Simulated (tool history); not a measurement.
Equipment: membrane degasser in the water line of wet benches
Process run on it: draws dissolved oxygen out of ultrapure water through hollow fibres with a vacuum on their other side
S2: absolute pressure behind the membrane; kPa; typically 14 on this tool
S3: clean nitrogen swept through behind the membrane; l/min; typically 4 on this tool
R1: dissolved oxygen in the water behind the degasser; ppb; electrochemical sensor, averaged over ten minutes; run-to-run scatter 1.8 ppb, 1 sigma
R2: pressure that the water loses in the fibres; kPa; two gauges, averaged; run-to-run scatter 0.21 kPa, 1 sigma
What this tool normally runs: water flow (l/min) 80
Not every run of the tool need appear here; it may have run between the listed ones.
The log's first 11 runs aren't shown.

Run 12, hour 474.2: usual settings but S3 2.9 l/min. Result: R1 619.5 ppb, R2 47.16 kPa.
Run 13, hour 536.8: usual settings. Result: R1 478.7 ppb, R2 47.16 kPa.
Run 14, hour 593.8: usual settings. Result: R1 479.3 ppb, R2 47.15 kPa.
Run 15, hour 632.9: usual settings. Result: R1 481.8 ppb, R2 47.09 kPa.
Run 16, hour 699.5: usual settings but water flow (l/min) 64. Result: R1 394.1 ppb, R2 38 kPa.
Run 17, hour 764: usual settings but S2 27.7 kPa, S3 8.27 l/min. Result: R1 550.5 ppb, R2 47.08 kPa.
Run 18, hour 834.1: usual settings but S2 27.7 kPa, S3 8.27 l/min. Result: R1 546 ppb, R2 47.23 kPa.
Run 19, hour 873.5: usual settings but S2 27.7 kPa, S3 8.27 l/min. Result: R1 546.2 ppb, R2 47.19 kPa.
Run 20, hour 942.8: usual settings but S2 8.5 kPa, S3 7.36 l/min. Result: R1 157.5 ppb, R2 47 kPa.
Run 21, hour 1010.2: usual settings but water flow (l/min) 49, S3 2.15 l/min. Result: R1 519.5 ppb, R2 28.85 kPa.
Run 22, hour 1046.7: usual settings but water flow (l/min) 49, S2 26.6 kPa, S3 4.01 l/min. Result: R1 628.7 ppb, R2 29.08 kPa.
Run 23, hour 1094.2: usual settings but water flow (l/min) 67, S2 21.4 kPa. Result: R1 659.9 ppb, R2 39.38 kPa.
Run 24, hour 1126: usual settings but water flow (l/min) 67, S2 21.4 kPa, S3 1.64 l/min. Result: R1 1309.5 ppb, R2 39.51 kPa.
Run 25, hour 1171.5: usual settings but S2 30.7 kPa, S3 1.97 l/min. Result: R1 1825.3 ppb, R2 47.38 kPa.

Run 26 comes next. What will it give?
Run 26, hour 1227.4: usual settings but S2 30.7 kPa, S3 1.97 l/min. Result: R1 ?, R2 ?.

R1: 1824.1 ppb
R2: 47.4 kPa
Take away the tool's hidden state, keep the run-to-run variation as it was, and the same run would have given R1 1824 ppb, R2 47.39 kPa.
